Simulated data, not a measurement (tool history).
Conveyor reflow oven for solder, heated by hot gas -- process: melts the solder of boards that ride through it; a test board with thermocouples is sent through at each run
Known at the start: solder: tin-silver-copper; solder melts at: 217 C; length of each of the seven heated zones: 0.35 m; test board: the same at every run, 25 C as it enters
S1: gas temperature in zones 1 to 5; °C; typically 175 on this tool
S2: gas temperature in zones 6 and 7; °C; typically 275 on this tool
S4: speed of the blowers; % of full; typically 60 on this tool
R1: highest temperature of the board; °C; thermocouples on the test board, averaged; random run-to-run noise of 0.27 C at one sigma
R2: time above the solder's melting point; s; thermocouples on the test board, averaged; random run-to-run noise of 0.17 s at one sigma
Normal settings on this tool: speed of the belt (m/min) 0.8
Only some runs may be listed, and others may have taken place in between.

run 1 hour=0 | S1=175 S2=275 speed_of_the_belt_(m/min)=0.8 S4=60 | R1=261 R2=43.9
run 2 hour=41.2 | S1=175 S2=275 speed_of_the_belt_(m/min)=0.8 S4=60 | R1=261.3 R2=43.7
run 3 hour=63.2 | S1=175 S2=275 speed_of_the_belt_(m/min)=0.8 S4=60 | R1=261.4 R2=43.8
-- hour=95.5 flux residue cleaned out of gas plates and filters
run 4 hour=112.3 | S1=175 S2=275 speed_of_the_belt_(m/min)=0.8 S4=60 | R1=262.6 R2=44.2
run 5 hour=145.1 | S1=175 S2=275 speed_of_the_belt_(m/min)=0.8 S4=60 | R1=263 R2=44.4
run 6 hour=175.4 | S1=175 S2=263 speed_of_the_belt_(m/min)=0.8 S4=60 | R1=251.6 R2=39.7
run 7 hour=222.1 | S1=175 S2=275 speed_of_the_belt_(m/min)=0.8 S4=60 | R1=262.4 R2=44.5
run 8 hour=250.4 | S1=178 S2=274 speed_of_the_belt_(m/min)=0.766 S4=60 | R1=263.4 R2=47.8
run 9 hour=293 | S1=171 S2=287 speed_of_the_belt_(m/min)=0.675 S4=61 | R1=278.3 R2=58
-- hour=300.3 belt drive overhauled, speed set with a stopwatch
run 10 hour=338.8 | S1=163 S2=275 speed_of_the_belt_(m/min)=0.8 S4=60 | R1=261 R2=41.5
run 11 hour=364.2 | S1=163 S2=269 speed_of_the_belt_(m/min)=0.64 S4=60 | R1=261.3 R2=53.3
run 12 hour=393.8 | S1=175 S2=279 speed_of_the_belt_(m/min)=0.819 S4=60 | R1=265.5 R2=44.5
-- hour=443.4 thermocouples of zones 6 and 7 changed
run 13 hour=443.4 | S1=175 S2=279 speed_of_the_belt_(m/min)=0.819 S4=60 | R1=264.1 R2=43.8
-- hour=459 belt drive overhauled, speed set with a stopwatch, once more
run 14 hour=468.2 | S1=175 S2=279 speed_of_the_belt_(m/min)=0.819 S4=60 | R1=263.8 R2=43.8

Predict each of these 5 candidate next runs independently; none follows another, all start after run 14:
run A hour=491.6 | S1=180 S2=275 speed_of_the_belt_(m/min)=0.8 S4=60 | R1=? R2=?
run B hour=491.6 | S1=175 S2=288 speed_of_the_belt_(m/min)=0.819 S4=54 | R1=? R2=?
run C hour=491.6 | S1=184 S2=276 speed_of_the_belt_(m/min)=0.653 S4=60 | R1=? R2=?
run D hour=491.6 | S1=176 S2=279 speed_of_the_belt_(m/min)=0.658 S4=71 | R1=? R2=?
run E hour=491.6 | S1=175 S2=288 speed_of_the_belt_(m/min)=0.67 S4=60 | R1=? R2=?

run=A R1=261.4 R2=45.1
run=B R1=269.9 R2=46
run=C R1=268.5 R2=59.6
run=D R1=271.4 R2=58.4
run=E R1=277.7 R2=58.9
With the hidden condition removed and each run's random variation left untouched, the same runs would have given:
run=A R1=261.8 R2=45.3
run=B R1=270.4 R2=46.2
run=C R1=268.6 R2=59.6
run=D R1=271.7 R2=58.5
run=E R1=278 R2=58.9

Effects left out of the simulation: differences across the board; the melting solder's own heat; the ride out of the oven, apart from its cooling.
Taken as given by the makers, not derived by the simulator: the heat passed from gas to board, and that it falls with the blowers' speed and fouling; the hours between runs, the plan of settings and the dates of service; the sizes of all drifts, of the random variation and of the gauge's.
